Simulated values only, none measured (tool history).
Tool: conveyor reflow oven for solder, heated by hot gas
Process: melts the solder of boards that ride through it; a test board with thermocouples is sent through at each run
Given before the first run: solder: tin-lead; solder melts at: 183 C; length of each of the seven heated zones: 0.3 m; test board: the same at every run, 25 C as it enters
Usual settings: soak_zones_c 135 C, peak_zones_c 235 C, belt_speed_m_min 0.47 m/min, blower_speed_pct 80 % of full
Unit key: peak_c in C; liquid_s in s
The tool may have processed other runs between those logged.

| run | day | soak_zones_c | peak_zones_c | belt_speed_m_min | blower_speed_pct | peak_c | liquid_s |
|---|---|---|---|---|---|---|---|
| 1 | 0 | 135 | 235 | 0.47 | 80 | 220 | 59.2 |
|  | 1.483 | flux residue cleaned out of gas plates and filters |
| 2 | 2.8 | 121 | 235 | 0.47 | 80 | 219.1 | 55 |
| 3 | 4.304 | 135 | 235 | 0.46 | 80 | 221.7 | 62.6 |
| 4 | 6.817 | 130 | 235 | 0.47 | 80 | 220.1 | 58.3 |
| 5 | 9.479 | 135 | 244 | 0.47 | 80 | 228.4 | 65 |
| 6 | 11.45 | 135 | 244 | 0.47 | 80 | 228.1 | 64.8 |
| 7 | 13.388 | 135 | 244 | 0.47 | 80 | 227.9 | 64.9 |
|  | 15.029 | flux residue cleaned out of gas plates and filters |
| 8 | 15.129 | 141 | 227 | 0.431 | 54 | 213.4 | 61.9 |
| 9 | 17.683 | 141 | 227 | 0.431 | 54 | 213.1 | 61.5 |
| 10 | 19.742 | 141 | 248 | 0.431 | 54 | 230.8 | 74.4 |

What will run 11 give?
|  | 21.375 | belt drive overhauled, speed set with a stopwatch |
| 11 | 21.375 | 135 | 225 | 0.546 | 86 | ? | ? |

{"run 11": {"peak_c": 208.2, "liquid_s": 40.8}}
With the hidden condition absent and the run-to-run variation left alone, this run would have shown peak_c 208.2 C, liquid_s 41.2 s.
